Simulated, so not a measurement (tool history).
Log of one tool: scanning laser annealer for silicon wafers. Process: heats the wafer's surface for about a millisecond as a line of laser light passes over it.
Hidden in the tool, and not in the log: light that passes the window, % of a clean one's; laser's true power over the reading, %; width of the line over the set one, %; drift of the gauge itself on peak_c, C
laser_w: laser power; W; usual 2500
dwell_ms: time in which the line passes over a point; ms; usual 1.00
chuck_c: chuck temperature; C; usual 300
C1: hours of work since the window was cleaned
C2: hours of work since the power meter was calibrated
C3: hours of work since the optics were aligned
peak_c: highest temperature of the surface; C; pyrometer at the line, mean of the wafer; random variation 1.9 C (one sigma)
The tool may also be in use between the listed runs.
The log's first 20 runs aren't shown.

Run 21, hour 737.1: usual settings but laser_w 2140 W; C1 112; C2 23; C3 609. Result: peak_c 968 C.
Run 22, hour 795.2: usual settings but laser_w 2413 W; C1 137; C2 47; C3 634. Result: peak_c 1061 C.
Run 23, hour 840.1: usual settings but laser_w 2363 W, dwell_ms 1.05 ms, chuck_c 292 C; C1 156; C2 66; C3 653. Result: peak_c 1054 C.
Run 24, hour 877.6: usual settings but laser_w 2498 W, chuck_c 263 C; C1 171; C2 82; C3 669. Result: peak_c 1050 C.
Run 25, hour 905.8: usual settings but laser_w 2498 W, chuck_c 263 C; C1 183; C2 94; C3 681. Result: peak_c 1047 C.
Run 26, hour 959.2: usual settings but laser_w 2489 W; C1 206; C2 116; C3 703. Result: peak_c 1080 C.
Run 27, hour 1014.0: usual settings but laser_w 2454 W; C1 229; C2 140; C3 726. Result: peak_c 1064 C.
Run 28, hour 1051.1: usual settings but laser_w 2454 W; C1 245; C2 155; C3 742. Result: peak_c 1064 C.
Run 29, hour 1075.3: usual settings but laser_w 2265 W, dwell_ms 0.86 ms, chuck_c 283 C; C1 255; C2 165; C3 752. Result: peak_c 929 C.
Run 30, hour 1099.3: usual settings but laser_w 2265 W, dwell_ms 1.18 ms, chuck_c 283 C; C1 265; C2 176; C3 762. Result: peak_c 1057 C.
Run 31, hour 1133.6: usual settings but laser_w 2265 W, dwell_ms 1.18 ms, chuck_c 283 C; C1 280; C2 190; C3 777. Result: peak_c 1054 C.
Run 32, hour 1183.5: usual settings but laser_w 2265 W, dwell_ms 1.18 ms, chuck_c 283 C; C1 301; C2 211; C3 798. Result: peak_c 1051 C.
At hour 1224.5: optics aligned, line set to its width.
Run 33, hour 1228.7: usual settings but laser_w 2495 W, dwell_ms 0.97 ms, chuck_c 330 C; C1 318; C2 228; C3 2. Result: peak_c 1100 C.
Run 34, hour 1270.3: usual settings but laser_w 2495 W, dwell_ms 0.97 ms, chuck_c 330 C; C1 335; C2 246; C3 19. Result: peak_c 1097 C.
Run 35, hour 1306.6: usual settings but laser_w 2495 W, dwell_ms 0.97 ms, chuck_c 330 C; C1 351; C2 261; C3 35. Result: peak_c 1096 C.
Run 36, hour 1334.7: usual settings but laser_w 2526 W, dwell_ms 1.11 ms, chuck_c 288 C; C1 362; C2 273; C3 47. Result: peak_c 1130 C.
Run 37, hour 1387.2: usual settings but laser_w 2526 W, dwell_ms 1.11 ms, chuck_c 288 C; C1 385; C2 295; C3 69. Result: peak_c 1126 C.
Run 38, hour 1435.6: usual settings but laser_w 2565 W, dwell_ms 0.80 ms, chuck_c 286 C; C1 405; C2 316; C3 89. Result: peak_c 992 C.

Run 39 comes next. What will it give?
Run 39, hour 1467.6: usual settings but laser_w 2565 W, dwell_ms 0.80 ms, chuck_c 286 C; C1 419; C2 329; C3 103. Result: peak_c ?.

Run 39 gave peak_c 990 C.
Without the tool's hidden state the same run would have given peak_c 1016 C.
